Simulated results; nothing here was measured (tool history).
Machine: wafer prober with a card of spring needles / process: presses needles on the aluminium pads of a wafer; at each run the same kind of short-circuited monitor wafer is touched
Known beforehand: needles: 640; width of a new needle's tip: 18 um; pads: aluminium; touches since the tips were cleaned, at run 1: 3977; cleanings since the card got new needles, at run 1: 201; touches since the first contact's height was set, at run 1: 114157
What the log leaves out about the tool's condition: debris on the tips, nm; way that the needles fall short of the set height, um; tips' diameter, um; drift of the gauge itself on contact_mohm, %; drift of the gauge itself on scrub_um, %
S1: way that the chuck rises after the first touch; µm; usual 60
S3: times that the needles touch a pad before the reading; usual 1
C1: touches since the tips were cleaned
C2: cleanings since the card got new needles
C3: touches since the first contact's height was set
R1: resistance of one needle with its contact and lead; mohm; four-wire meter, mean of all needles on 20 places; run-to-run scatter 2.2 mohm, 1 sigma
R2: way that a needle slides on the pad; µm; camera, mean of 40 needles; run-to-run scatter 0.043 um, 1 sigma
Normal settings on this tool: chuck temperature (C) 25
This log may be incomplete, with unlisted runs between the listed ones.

Run 1, hour 0: usual settings; C1 3977; C2 201; C3 114157. Result: R1 326 mohm, R2 12.04 µm.
At hour 5.6: tips cleaned on abrasive film.
At hour 16.6: tips cleaned on abrasive film.
At hour 30.3: tips cleaned on abrasive film.
At hour 44: tips cleaned on abrasive film.
At hour 55: tips cleaned on abrasive film.
At hour 68.7: tips cleaned on abrasive film.
At hour 82.5: tips cleaned on abrasive film.
Run 2, hour 85.3: usual settings; C1 1620; C2 208; C3 162331. Result: R1 293 mohm, R2 11.74 µm.
At hour 93.6: tips cleaned on abrasive film.
At hour 96.6: height of the first contact set anew.
At hour 107.6: tips cleaned on abrasive film.
At hour 121.3: tips cleaned on abrasive film.
Run 3, hour 127.3: usual settings; C1 3388; C2 211; C3 17354. Result: R1 328 mohm, R2 11.64 µm.
At hour 132.8: tips cleaned on abrasive film.
At hour 143.8: tips cleaned on abrasive film.
At hour 157.6: tips cleaned on abrasive film.
At hour 171.3: tips cleaned on abrasive film.
At hour 182.3: tips cleaned on abrasive film.
At hour 196: tips cleaned on abrasive film.
Run 4, hour 196.6: usual settings but chuck temperature (C) 51; C1 322; C2 217; C3 56470. Result: R1 278 mohm, R2 11.41 µm.
At hour 207.6: tips cleaned on abrasive film.
At hour 218.6: tips cleaned on abrasive film.
At hour 232.4: tips cleaned on abrasive film.
At hour 246.1: tips cleaned on abrasive film.
At hour 259.8: tips cleaned on abrasive film.
At hour 273.5: tips cleaned on abrasive film.
Run 5, hour 280.8: usual settings but chuck temperature (C) 51; C1 4156; C2 223; C3 104081. Result: R1 335 mohm, R2 11.29 µm.
At hour 286.4: tips cleaned on abrasive film.
At hour 300.1: tips cleaned on abrasive film.
At hour 313.9: tips cleaned on abrasive film.
At hour 327.6: tips cleaned on abrasive film.
At hour 341.3: tips cleaned on abrasive film.
At hour 355: tips cleaned on abrasive film.
At hour 368.8: tips cleaned on abrasive film.
Run 6, hour 374.6: usual settings but chuck temperature (C) 51; C1 3301; C2 230; C3 157040. Result: R1 341 mohm, R2 11.13 µm.
At hour 380.1: tips cleaned on abrasive film.
At hour 393.8: tips cleaned on abrasive film.
At hour 396.9: height of the first contact set anew.
At hour 405.2: tips cleaned on abrasive film.
At hour 418.9: tips cleaned on abrasive film.
At hour 432.6: tips cleaned on abrasive film.
At hour 446.3: tips cleaned on abrasive film.
At hour 460.1: tips cleaned on abrasive film.
Run 7, hour 464.3: usual settings but chuck temperature (C) 98; C1 2415; C2 237; C3 38108. Result: R1 321 mohm, R2 12.26 µm.
At hour 472.6: tips cleaned on abrasive film.
At hour 486.3: tips cleaned on abrasive film.
At hour 489.3: height of the first contact set anew, once more.
At hour 497.6: tips cleaned on abrasive film.
At hour 511.4: tips cleaned on abrasive film.
At hour 525.1: tips cleaned on abrasive film.
At hour 538.8: tips cleaned on abrasive film.
At hour 552.5: tips cleaned on abrasive film.
Run 8, hour 559.6: usual settings but chuck temperature (C) 98, S3 2; C1 3987; C2 244; C3 39679. Result: R1 317 mohm, R2 12.28 µm.
At hour 565.1: tips cleaned on abrasive film.
At hour 576.1: tips cleaned on abrasive film.
At hour 589.8: tips cleaned on abrasive film.
At hour 603.6: tips cleaned on abrasive film.
At hour 614.6: tips cleaned on abrasive film.
Run 9, hour 617.5: usual settings but chuck temperature (C) 98, S3 2; C1 1654; C2 249; C3 72370. Result: R1 297 mohm, R2 12.12 µm.
At hour 625.7: tips cleaned on abrasive film.
At hour 636.7: tips cleaned on abrasive film.
At hour 647.7: tips cleaned on abrasive film.
At hour 661.5: tips cleaned on abrasive film.
At hour 675.2: tips cleaned on abrasive film.
Run 10, hour 677.8: usual settings but chuck temperature (C) 51; C1 1492; C2 254; C3 106439. Result: R1 311 mohm, R2 12.01 µm.
At hour 688.8: tips cleaned on abrasive film.
At hour 699.8: tips cleaned on abrasive film.
At hour 710.8: tips cleaned on abrasive film.
At hour 722.8: card fitted with new needles.
At hour 736.6: tips cleaned on abrasive film.
Run 11, hour 743.1: usual settings; C1 3746; C2 1; C3 11505. Result: R1 288 mohm, R2 12.36 µm.
At hour 748.7: tips cleaned on abrasive film.
At hour 759.7: tips cleaned on abrasive film.
At hour 773.4: tips cleaned on abrasive film.
At hour 787.2: tips cleaned on abrasive film.
At hour 800.9: tips cleaned on abrasive film.
Run 12, hour 809.8: usual settings but S1 43 µm; C1 5045; C2 6; C3 49137. Result: R1 324 mohm, R2 8.77 µm.
At hour 812.6: tips cleaned on abrasive film.
At hour 826.3: tips cleaned on abrasive film.
At hour 840: tips cleaned on abrasive film.
At hour 853.8: tips cleaned on abrasive film.
At hour 867.5: tips cleaned on abrasive film.
At hour 878.5: tips cleaned on abrasive film.
At hour 890.7: tips cleaned on abrasive film.
Run 13, hour 890.7: usual settings but S1 79 µm, S3 3; C1 0; C2 13; C3 94814. Result: R1 251 mohm, R2 16.13 µm.
At hour 901.7: tips cleaned on abrasive film.
At hour 912.7: tips cleaned on abrasive film.
At hour 926.4: tips cleaned on abrasive film.
At hour 940.2: tips cleaned on abrasive film.
At hour 953.9: tips cleaned on abrasive film.
At hour 967.6: tips cleaned on abrasive film.
Run 14, hour 977.5: usual settings but S1 79 µm, S3 3; C1 5633; C2 19; C3 143899. Result: R1 259 mohm, R2 15.84 µm.
At hour 980.3: tips cleaned on abrasive film.
At hour 994.1: tips cleaned on abrasive film.
At hour 1007.8: tips cleaned on abrasive film.
At hour 1018.8: tips cleaned on abrasive film.
At hour 1021.8: height of the first contact set anew.
At hour 1032.8: tips cleaned on abrasive film.
At hour 1046.6: tips cleaned on abrasive film.
At hour 1060.3: tips cleaned on abrasive film.
Run 15, hour 1063.4: usual settings but S1 79 µm, S3 3; C1 1751; C2 26; C3 23477. Result: R1 255 mohm, R2 16.23 µm.
At hour 1071.7: tips cleaned on abrasive film.
At hour 1085.4: tips cleaned on abrasive film.
At hour 1099.1: tips cleaned on abrasive film.
At hour 1110.1: tips cleaned on abrasive film.
At hour 1123.8: tips cleaned on abrasive film.
At hour 1134.9: tips cleaned on abrasive film.
At hour 1148.6: tips cleaned on abrasive film.
At hour 1162.3: tips cleaned on abrasive film.
Run 16, hour 1164: usual settings but S1 79 µm, S3 3; C1 977; C2 34; C3 80322. Result: R1 253 mohm, R2 16.09 µm.
At hour 1175: tips cleaned on abrasive film.
At hour 1186: tips cleaned on abrasive film.
At hour 1199.8: tips cleaned on abrasive film.
At hour 1213.5: tips cleaned on abrasive film.
At hour 1224.5: tips cleaned on abrasive film.
At hour 1238.2: tips cleaned on abrasive film.
Run 17, hour 1243.3: usual settings but S1 72 µm, S3 2; C1 2913; C2 40; C3 125135. Result: R1 265 mohm, R2 14.47 µm.
At hour 1251.6: tips cleaned on abrasive film.
At hour 1265.4: tips cleaned on abrasive film.
At hour 1276.4: tips cleaned on abrasive film.
At hour 1290.1: tips cleaned on abrasive film.
At hour 1303.8: tips cleaned on abrasive film.
At hour 1316.1: tips cleaned on abrasive film.
Run 18, hour 1316.1: usual settings but chuck temperature (C) 122; C1 0; C2 46; C3 166208. Result: R1 288 mohm, R2 11.8 µm.
At hour 1321.9: height of the first contact set anew.
At hour 1327.4: tips cleaned on abrasive film.
At hour 1341.1: tips cleaned on abrasive film.
At hour 1354.9: tips cleaned on abrasive film.
At hour 1368.6: tips cleaned on abrasive film.
At hour 1382.3: tips cleaned on abrasive film.
Run 19, hour 1385.8: usual settings but S1 56 µm, chuck temperature (C) 122, S3 3; C1 1991; C2 51; C3 36132. Result: R1 291 mohm, R2 11.47 µm.

Expected results for the next run?
At hour 1394.1: tips cleaned on abrasive film.
At hour 1405.1: tips cleaned on abrasive film.
At hour 1418.8: tips cleaned on abrasive film.
At hour 1429.8: tips cleaned on abrasive film.
At hour 1442.1: tips cleaned on abrasive film.
Run 20, hour 1442.1: usual settings but S1 56 µm, chuck temperature (C) 122, S3 3; C1 0; C2 56; C3 67903. Result: R1 ?, R2 ?.

Run 20 measured R1 281 mohm, R2 11.37 µm.
Without the tool's hidden state the same run would have given R1 278 mohm, R2 11.58 µm.
